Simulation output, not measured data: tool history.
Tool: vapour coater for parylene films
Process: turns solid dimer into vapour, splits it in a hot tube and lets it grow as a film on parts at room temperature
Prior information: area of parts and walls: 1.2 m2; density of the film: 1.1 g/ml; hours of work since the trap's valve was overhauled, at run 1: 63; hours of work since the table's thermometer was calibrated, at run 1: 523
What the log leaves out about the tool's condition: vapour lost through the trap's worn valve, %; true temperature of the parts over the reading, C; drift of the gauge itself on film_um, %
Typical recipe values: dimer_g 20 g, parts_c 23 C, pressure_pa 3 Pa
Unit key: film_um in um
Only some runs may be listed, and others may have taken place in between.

run	day	dimer_g	parts_c	pressure_pa	hours of work since the trap's valve was overhauled	hours of work since the table's thermometer was calibrated	film_um
1	0	20	23	3	63	523	7.47
2	1.738	20	23	2.5	97	557	7.6
3	3.7	20	23	3.59	135	596	7.25
4	6.075	20	23	3.59	182	642	7.24
5	7.417	20	23	3.21	209	669	7.25
6	9.754	20	23	3.21	255	715	7.35
7	12.158	20	23	2.39	302	762	7.75
8	14.346	20	23	2.39	345	805	7.71
9	16.158	20	23	3	380	841	7.45
# day 17.508: table's thermometer calibrated
10	18.612	20	23	3	428	22	7.54
# day 19.558: trap's valve overhauled
11	20.525	20	23	3	19	56	7.59
12	22.367	20	23	3	55	92	7.49
13	23.817	20	23	3	84	121	7.39
14	26.225	20	23	3	131	168	7.48
15	27.692	20	23	7.5	160	197	6.65
16	30.092	17	23	10.49	207	244	5.33
17	31.679	17	23	10.49	238	275	5.35
18	34.004	20	23	2.21	284	321	7.84
19	35.479	20	23	2.21	313	350	7.77
20	37.742	20	23	2.21	358	395	7.82
21	39.454	15	20	3.27	391	428	5.96
22	40.867	13	29	3.07	419	456	4.2
# day 42.271: trap's valve overhauled
23	43.125	20	26	8.82	17	497	6.06
24	44.471	28	18	4.26	43	524	11.32
25	45.55	11	15	3	65	545	5.12
26	47.671	11	21	3	106	587	4.28
27	48.679	24	23	4.36	126	606	8.62
28	50.825	10	23	2.77	168	649	3.77
29	52.15	21	33	2.94	194	675	6.11
30	53.733	9	25	10.7	225	706	2.69

Alternative continuations, all from the tool just after run 30; predict every row:
A	56.017	20	18	3	270	751	?
B	56.017	26	23	4.66	270	751	?
C	56.017	12	21	3	270	751	?
D	56.017	26	21	2.48	270	751	?
E	56.017	14	20	5.69	270	751	?

run	film_um
A	8.43
B	9.25
C	4.67
D	10.44
E	5.18
Without the tool's unlogged condition, the same runs would have read:
run	film_um
A	8.46
B	9.27
C	4.69
D	10.47
E	5.19

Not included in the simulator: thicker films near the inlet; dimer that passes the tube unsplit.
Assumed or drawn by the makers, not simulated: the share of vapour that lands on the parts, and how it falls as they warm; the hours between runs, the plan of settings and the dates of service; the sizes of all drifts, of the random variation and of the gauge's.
